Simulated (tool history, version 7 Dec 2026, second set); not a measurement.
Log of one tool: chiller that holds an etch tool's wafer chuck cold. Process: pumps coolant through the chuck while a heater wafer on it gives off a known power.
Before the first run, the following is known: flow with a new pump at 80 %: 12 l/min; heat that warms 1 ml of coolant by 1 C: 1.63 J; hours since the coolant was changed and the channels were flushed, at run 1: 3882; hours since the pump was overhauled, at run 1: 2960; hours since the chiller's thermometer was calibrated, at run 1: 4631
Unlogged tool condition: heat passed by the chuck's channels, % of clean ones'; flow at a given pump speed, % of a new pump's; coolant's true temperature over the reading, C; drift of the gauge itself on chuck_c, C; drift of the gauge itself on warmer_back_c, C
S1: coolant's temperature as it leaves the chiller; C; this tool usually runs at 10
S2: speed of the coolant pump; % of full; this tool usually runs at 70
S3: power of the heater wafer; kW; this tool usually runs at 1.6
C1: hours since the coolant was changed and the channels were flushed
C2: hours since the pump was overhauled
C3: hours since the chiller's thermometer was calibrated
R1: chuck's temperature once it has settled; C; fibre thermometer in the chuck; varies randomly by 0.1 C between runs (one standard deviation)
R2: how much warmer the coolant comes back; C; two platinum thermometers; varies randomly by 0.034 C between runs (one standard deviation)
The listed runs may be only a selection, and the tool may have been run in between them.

{"run": 1, "day": 0.0, "S1": 10, "S2": 70, "S3": 1.6, "C1": 3882, "C2": 2960, "C3": 4631, "R1": 24.9, "R2": 5.66}
{"run": 2, "day": 2.612, "S1": 10, "S2": 70, "S3": 1.6, "C1": 3945, "C2": 3023, "C3": 4693, "R1": 24.9, "R2": 5.62}
{"run": 3, "day": 6.208, "S1": 4, "S2": 70, "S3": 1.6, "C1": 4031, "C2": 3109, "C3": 4780, "R1": 18.8, "R2": 5.64}
{"run": 4, "day": 9.375, "S1": 4, "S2": 70, "S3": 1.6, "C1": 4107, "C2": 3185, "C3": 4856, "R1": 19, "R2": 5.64}
{"run": 5, "day": 14.338, "S1": 4, "S2": 70, "S3": 1.6, "C1": 4226, "C2": 3304, "C3": 4975, "R1": 19, "R2": 5.63}
{"run": 6, "day": 17.221, "S1": 10, "S2": 70, "S3": 1.6, "C1": 4296, "C2": 3373, "C3": 5044, "R1": 24.9, "R2": 5.7}
{"run": 7, "day": 20.517, "S1": 10, "S2": 70, "S3": 1.6, "C1": 4375, "C2": 3452, "C3": 5123, "R1": 25, "R2": 5.64}
{"run": 8, "day": 23.196, "S1": 10, "S2": 70, "S3": 1.6, "C1": 4439, "C2": 3517, "C3": 5187, "R1": 24.8, "R2": 5.66}
{"run": 9, "day": 26.312, "S1": 10, "S2": 70, "S3": 1.6, "C1": 4514, "C2": 3591, "C3": 5262, "R1": 25, "R2": 5.7}
{"run": 10, "day": 29.008, "S1": 10, "S2": 70, "S3": 1.6, "C1": 4578, "C2": 3656, "C3": 5327, "R1": 25, "R2": 5.61}
{"day": 31.762, "done": "chiller's thermometer calibrated"}
{"run": 11, "day": 34.242, "S1": 10, "S2": 70, "S3": 1.6, "C1": 4703, "C2": 3781, "C3": 60, "R1": 25, "R2": 5.71}
{"run": 12, "day": 37.717, "S1": 10, "S2": 70, "S3": 1.6, "C1": 4786, "C2": 3864, "C3": 143, "R1": 25.2, "R2": 5.66}
{"run": 13, "day": 40.65, "S1": 10, "S2": 70, "S3": 1.6, "C1": 4857, "C2": 3935, "C3": 213, "R1": 25, "R2": 5.65}
{"run": 14, "day": 44.058, "S1": 10, "S2": 70, "S3": 1.6, "C1": 4939, "C2": 4016, "C3": 295, "R1": 25.1, "R2": 5.65}
{"run": 15, "day": 47.975, "S1": 10, "S2": 70, "S3": 1.6, "C1": 5033, "C2": 4110, "C3": 389, "R1": 24.9, "R2": 5.71}
{"run": 16, "day": 52.783, "S1": 10, "S2": 70, "S3": 1.6, "C1": 5148, "C2": 4226, "C3": 505, "R1": 25, "R2": 5.65}

What will run 17 give?
{"run": 17, "day": 55.85, "S1": 13, "S2": 79, "S3": 1.063, "C1": 5222, "C2": 4299, "C3": 578, "R1": "?", "R2": "?"}

Logged for run 17: R1 22 C, R2 3.36 C.
If the tool had no hidden condition, the same run with the same run-to-run variation would have returned R1 22 C, R2 3.36 C.

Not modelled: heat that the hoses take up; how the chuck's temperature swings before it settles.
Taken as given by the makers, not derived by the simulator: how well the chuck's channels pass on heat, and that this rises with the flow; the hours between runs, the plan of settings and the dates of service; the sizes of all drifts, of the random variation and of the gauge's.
